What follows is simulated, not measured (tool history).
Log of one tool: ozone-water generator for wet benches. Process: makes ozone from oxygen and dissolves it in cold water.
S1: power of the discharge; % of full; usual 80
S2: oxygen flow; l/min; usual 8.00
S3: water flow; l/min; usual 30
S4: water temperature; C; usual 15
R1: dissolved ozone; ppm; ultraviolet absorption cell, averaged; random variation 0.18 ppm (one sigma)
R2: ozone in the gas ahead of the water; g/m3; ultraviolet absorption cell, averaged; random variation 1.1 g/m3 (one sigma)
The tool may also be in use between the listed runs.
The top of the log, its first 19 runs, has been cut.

Run 20, hour 1834.0: usual settings but S1 44 % of full, S2 6.48 l/min, S3 42 l/min. Result: R1 11.0 ppm, R2 128.4 g/m3.
Run 21, hour 1963.7: usual settings but S1 42 % of full, S2 5.15 l/min, S3 48 l/min, S4 13 C. Result: R1 8.8 ppm, R2 133.4 g/m3.
Run 22, hour 2055.4: usual settings but S1 42 % of full, S2 5.15 l/min, S3 48 l/min, S4 13 C. Result: R1 8.8 ppm, R2 134.7 g/m3.
Run 23, hour 2126.1: usual settings but S1 42 % of full, S2 5.15 l/min, S3 48 l/min, S4 13 C. Result: R1 8.9 ppm, R2 134.4 g/m3.
Run 24, hour 2247.5: usual settings but S1 64 % of full, S2 8.22 l/min, S4 20 C. Result: R1 18.9 ppm, R2 156.3 g/m3.
Run 25, hour 2363.6: usual settings but S1 64 % of full, S2 8.22 l/min, S4 20 C. Result: R1 19.1 ppm, R2 156.2 g/m3.
Run 26, hour 2438.8: usual settings but S1 45 % of full, S2 8.27 l/min, S4 8 C. Result: R1 17.1 ppm, R2 117.2 g/m3.
Run 27, hour 2535.8: usual settings but S1 73 % of full, S2 8.27 l/min, S4 23 C. Result: R1 20.5 ppm, R2 173.1 g/m3.
Run 28, hour 2617.0: usual settings but S1 73 % of full, S2 10.85 l/min, S4 23 C. Result: R1 20.5 ppm, R2 156.2 g/m3.
Run 29, hour 2670.8: usual settings but S1 73 % of full, S2 10.85 l/min, S4 23 C. Result: R1 20.7 ppm, R2 156.4 g/m3.
At hour 2699.2: water thermometer calibrated.
Run 30, hour 2787.6: usual settings but S2 8.15 l/min. Result: R1 24.5 ppm, R2 187.0 g/m3.
Run 31, hour 2864.4: usual settings but S2 8.15 l/min. Result: R1 24.7 ppm, R2 184.7 g/m3.
Run 32, hour 2961.0: usual settings but S1 65 % of full, S2 4.30 l/min. Result: R1 17.5 ppm, R2 201.0 g/m3.

3 options for the next run, each taken on its own from the tool as it stands now. Forecast them:
Run A, hour 3087.6: usual settings but S1 65 % of full, S2 4.30 l/min, S3 35 l/min. Result: R1 ?, R2 ?.
Run B, hour 3087.6: usual settings but S1 67 % of full, S2 4.30 l/min, S3 20 l/min, S4 14 C. Result: R1 ?, R2 ?.
Run C, hour 3087.6: usual settings but S2 7.27 l/min. Result: R1 ?, R2 ?.

run    R1     R2
  A  15.6  199.9
  B  25.7  205.7
  C  24.0  194.2
Had the tool no hidden state, the same runs would have come out as:
run    R1     R2
  A  15.6  205.4
  B  25.7  211.3
  C  24.0  199.5
